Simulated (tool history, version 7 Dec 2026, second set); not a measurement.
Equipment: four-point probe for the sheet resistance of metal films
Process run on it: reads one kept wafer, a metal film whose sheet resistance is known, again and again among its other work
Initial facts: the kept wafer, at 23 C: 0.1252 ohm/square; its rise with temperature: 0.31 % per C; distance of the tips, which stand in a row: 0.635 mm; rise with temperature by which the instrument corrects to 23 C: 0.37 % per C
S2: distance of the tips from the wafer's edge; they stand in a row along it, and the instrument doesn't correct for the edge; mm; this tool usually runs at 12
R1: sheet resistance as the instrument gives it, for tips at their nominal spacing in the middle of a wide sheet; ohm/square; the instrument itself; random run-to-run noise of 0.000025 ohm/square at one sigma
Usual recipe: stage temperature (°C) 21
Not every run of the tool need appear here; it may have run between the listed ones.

{"run": 1, "hour": 0.0, "stage temperature (°C)": 21, "S2": 12, "R1": 0.125523}
{"run": 2, "hour": 57.7, "stage temperature (°C)": 21, "S2": 12, "R1": 0.125545}
{"run": 3, "hour": 139.8, "stage temperature (°C)": 21, "S2": 7, "R1": 0.125904}
{"run": 4, "hour": 189.1, "stage temperature (°C)": 21, "S2": 12, "R1": 0.125558}
{"run": 5, "hour": 234.2, "stage temperature (°C)": 21, "S2": 11, "R1": 0.125562}
{"run": 6, "hour": 286.2, "stage temperature (°C)": 21, "S2": 11, "R1": 0.125604}
{"run": 7, "hour": 364.3, "stage temperature (°C)": 21, "S2": 11, "R1": 0.125565}
{"run": 8, "hour": 400.3, "stage temperature (°C)": 21, "S2": 11, "R1": 0.125652}
{"run": 9, "hour": 482.7, "stage temperature (°C)": 24, "S2": 21, "R1": 0.125219}
{"run": 10, "hour": 558.0, "stage temperature (°C)": 30, "S2": 30, "R1": 0.124667}
{"run": 11, "hour": 628.7, "stage temperature (°C)": 23, "S2": 27, "R1": 0.125245}
{"run": 12, "hour": 666.3, "stage temperature (°C)": 27, "S2": 5, "R1": 0.125966}

Below are 3 alternative next runs, each starting from the tool's condition after run 12. Predict each:
{"run": "A", "hour": 705.1, "stage temperature (°C)": 27, "S2": 3, "R1": "?"}
{"run": "B", "hour": 705.1, "stage temperature (°C)": 21, "S2": 15, "R1": "?"}
{"run": "C", "hour": 705.1, "stage temperature (°C)": 22, "S2": 6, "R1": "?"}

run=A R1=0.127825
run=B R1=0.125497
run=C R1=0.126036
Stripped of hidden state, with their random variation kept, the same runs would have yielded:
run=A R1=0.127825
run=B R1=0.125497
run=C R1=0.126036

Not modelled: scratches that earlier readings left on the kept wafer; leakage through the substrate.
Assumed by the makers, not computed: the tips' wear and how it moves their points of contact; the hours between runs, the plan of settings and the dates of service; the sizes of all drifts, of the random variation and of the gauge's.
